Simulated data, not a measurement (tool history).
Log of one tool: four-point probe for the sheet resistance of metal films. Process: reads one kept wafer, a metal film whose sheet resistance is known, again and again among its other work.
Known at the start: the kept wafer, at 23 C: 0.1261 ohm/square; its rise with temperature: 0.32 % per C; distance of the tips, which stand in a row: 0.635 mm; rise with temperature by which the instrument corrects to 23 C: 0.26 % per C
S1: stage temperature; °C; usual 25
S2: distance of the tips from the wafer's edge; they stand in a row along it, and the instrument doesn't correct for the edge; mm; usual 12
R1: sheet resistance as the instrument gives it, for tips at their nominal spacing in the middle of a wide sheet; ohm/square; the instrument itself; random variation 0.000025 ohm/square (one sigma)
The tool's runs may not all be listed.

run   hour  S1  S2        R1
  1    0.0  25  12  0.126399
  2    8.3  22  12  0.126250
  3   22.8  20  12  0.126046
  4   33.7  20  12  0.126092
  5   45.7  20  12  0.126115
  6   59.4  20  12  0.126120
  7   72.8  25  12  0.126454
  8   83.6  25  12  0.126432
  9   92.5  24  12  0.126338
 10  103.7  24  12  0.126331
 11  111.9  24  12  0.126360
 12  119.8  24  12  0.126382
 13  126.5  24  12  0.126358
 14  141.9  31  12  0.126771
 15  156.8  21  12  0.126167
 16  163.5  21  12  0.126151
 17  177.0  21  12  0.126119
 18  185.3  20  12  0.126105
 19  200.4  20  12  0.126076
 20  215.4  20  12  0.126075
 21  228.2  20  12  0.126078
 22  238.6  25  12  0.126430
     247.7  -- stage's thermometer calibrated
 23  254.4  20  14  0.126025
 24  268.1  20  14  0.126068
 25  280.6  20  14  0.126050
 26  295.3  20  14  0.126022
 27  305.4  21  21  0.126045
 28  313.7  33  10  0.127039
 29  320.4  21  17  0.126133
 30  331.1  23   9  0.126441
 31  340.8  24   5  0.127291
 32  355.2  20  14  0.126011
 33  365.4  19  13  0.125982
 34  380.1  27  12  0.126547
 35  386.9  24   5  0.127303
 36  397.0  24   5  0.127247
 37  405.3  23  19  0.126199
 38  413.6  25  19  0.126305
 39  425.3  35  49  0.126923
 40  434.1  27  21  0.126414
 41  448.4  26  12  0.126519
 42  459.9  26  12  0.126490
 43  468.6  19  64  0.125852
 44  475.0  26  23  0.126361

Forecast each of these 3 alternatives for the next run:
  A  485.4  22  11   ?
  B  485.4  25  20   ?
  C  485.4  25  32   ?

run        R1
  A  0.126274
  B  0.126294
  C  0.126284
Without the tool's hidden state the same runs would have given:
run        R1
  A  0.126269
  B  0.126290
  C  0.126280
